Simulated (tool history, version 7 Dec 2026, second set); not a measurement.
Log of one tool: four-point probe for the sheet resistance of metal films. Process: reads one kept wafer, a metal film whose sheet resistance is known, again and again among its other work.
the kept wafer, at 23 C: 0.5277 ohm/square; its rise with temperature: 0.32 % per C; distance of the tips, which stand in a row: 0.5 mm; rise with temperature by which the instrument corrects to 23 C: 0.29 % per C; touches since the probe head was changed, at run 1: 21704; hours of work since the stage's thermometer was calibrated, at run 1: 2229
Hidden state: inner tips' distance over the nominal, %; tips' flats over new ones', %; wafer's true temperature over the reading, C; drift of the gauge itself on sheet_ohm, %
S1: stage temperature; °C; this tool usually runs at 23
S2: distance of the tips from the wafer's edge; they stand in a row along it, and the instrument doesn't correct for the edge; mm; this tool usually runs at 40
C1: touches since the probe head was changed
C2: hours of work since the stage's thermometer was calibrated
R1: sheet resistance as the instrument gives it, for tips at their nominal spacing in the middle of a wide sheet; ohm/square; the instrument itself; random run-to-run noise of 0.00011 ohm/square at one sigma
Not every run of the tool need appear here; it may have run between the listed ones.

Run 1, hour 0: usual settings; C1 21704; C2 2229. Result: R1 0.530092 ohm/square.
Run 2, hour 23.5: usual settings; C1 22162; C2 2246. Result: R1 0.530178 ohm/square.
Run 3, hour 39.2: usual settings; C1 22466; C2 2257. Result: R1 0.530027 ohm/square.
Run 4, hour 52.2: usual settings but S1 34 °C; C1 22720; C2 2266. Result: R1 0.531633 ohm/square.
Run 5, hour 66.7: usual settings but S1 26 °C; C1 23002; C2 2276. Result: R1 0.530538 ohm/square.
Run 6, hour 79.2: usual settings but S1 26 °C; C1 23245; C2 2285. Result: R1 0.5305 ohm/square.
At hour 80.9: stage's thermometer calibrated.
Run 7, hour 105.4: usual settings but S1 26 °C, S2 11 mm; C1 23745; C2 17. Result: R1 0.5314 ohm/square.
Run 8, hour 117.7: usual settings but S1 26 °C, S2 11 mm; C1 23985; C2 26. Result: R1 0.531566 ohm/square.
Run 9, hour 145.5: usual settings but S1 26 °C, S2 11 mm; C1 24525; C2 46. Result: R1 0.531632 ohm/square.

Run 10, settings as shown, results not yet in. Your forecast:
Run 10, hour 170.2: usual settings but S2 20 mm; C1 25007; C2 63. Result: R1 ?.

Run 10 produced R1 0.53062 ohm/square.
Minus the tool's unlogged condition, the same run would have read R1 0.527751 ohm/square.
